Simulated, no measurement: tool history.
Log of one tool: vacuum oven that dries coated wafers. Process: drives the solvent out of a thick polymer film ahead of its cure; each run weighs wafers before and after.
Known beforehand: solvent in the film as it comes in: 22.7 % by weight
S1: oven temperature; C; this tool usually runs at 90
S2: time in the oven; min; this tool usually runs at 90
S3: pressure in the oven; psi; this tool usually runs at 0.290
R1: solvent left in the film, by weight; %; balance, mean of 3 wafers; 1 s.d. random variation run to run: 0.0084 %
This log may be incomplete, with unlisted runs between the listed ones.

run 1 hour=0.0 | S1=90 S2=90 S3=0.290 | R1=2.257
run 2 hour=20.6 | S1=90 S2=76 S3=0.290 | R1=2.937
run 3 hour=31.4 | S1=90 S2=90 S3=0.290 | R1=2.273
run 4 hour=46.6 | S1=90 S2=90 S3=0.290 | R1=2.258
run 5 hour=57.6 | S1=90 S2=90 S3=0.290 | R1=2.254
run 6 hour=82.9 | S1=90 S2=90 S3=0.290 | R1=2.263
run 7 hour=96.5 | S1=90 S2=90 S3=0.290 | R1=2.258
run 8 hour=109.4 | S1=86 S2=90 S3=0.290 | R1=3.029
run 9 hour=136.1 | S1=86 S2=90 S3=0.290 | R1=3.022
run 10 hour=151.0 | S1=90 S2=90 S3=0.268 | R1=2.189
run 11 hour=170.5 | S1=90 S2=90 S3=0.268 | R1=2.212
run 12 hour=192.9 | S1=90 S2=90 S3=0.268 | R1=2.198
run 13 hour=219.0 | S1=90 S2=51 S3=0.194 | R1=4.785
run 14 hour=239.8 | S1=79 S2=64 S3=0.706 | R1=8.111
run 15 hour=265.8 | S1=90 S2=92 S3=0.290 | R1=2.166
run 16 hour=281.1 | S1=87 S2=113 S3=0.290 | R1=2.011
run 17 hour=292.4 | S1=87 S2=113 S3=0.290 | R1=2.010
run 18 hour=314.4 | S1=87 S2=113 S3=0.290 | R1=2.006
run 19 hour=341.0 | S1=87 S2=113 S3=0.290 | R1=2.008
run 20 hour=367.5 | S1=90 S2=90 S3=0.380 | R1=2.467
run 21 hour=387.2 | S1=90 S2=90 S3=0.380 | R1=2.501
run 22 hour=410.2 | S1=80 S2=90 S3=0.658 | R1=5.810
run 23 hour=430.0 | S1=98 S2=53 S3=0.850 | R1=4.020

5 options for the next run, each taken on its own from the tool as it stands now. Forecast them:
run A hour=447.1 | S1=96 S2=90 S3=0.290 | R1=?
run B hour=447.1 | S1=90 S2=90 S3=0.165 | R1=?
run C hour=447.1 | S1=90 S2=80 S3=0.290 | R1=?
run D hour=447.1 | S1=82 S2=134 S3=0.850 | R1=?
run E hour=447.1 | S1=83 S2=90 S3=0.290 | R1=?

run=A R1=1.404
run=B R1=1.907
run=C R1=2.687
run=D R1=4.412
run=E R1=3.677
The same runs, with their run-to-run variation unchanged, on a tool lacking any hidden condition would have given:
run=A R1=1.425
run=B R1=1.946
run=C R1=2.750
run=D R1=4.480
run=E R1=3.754
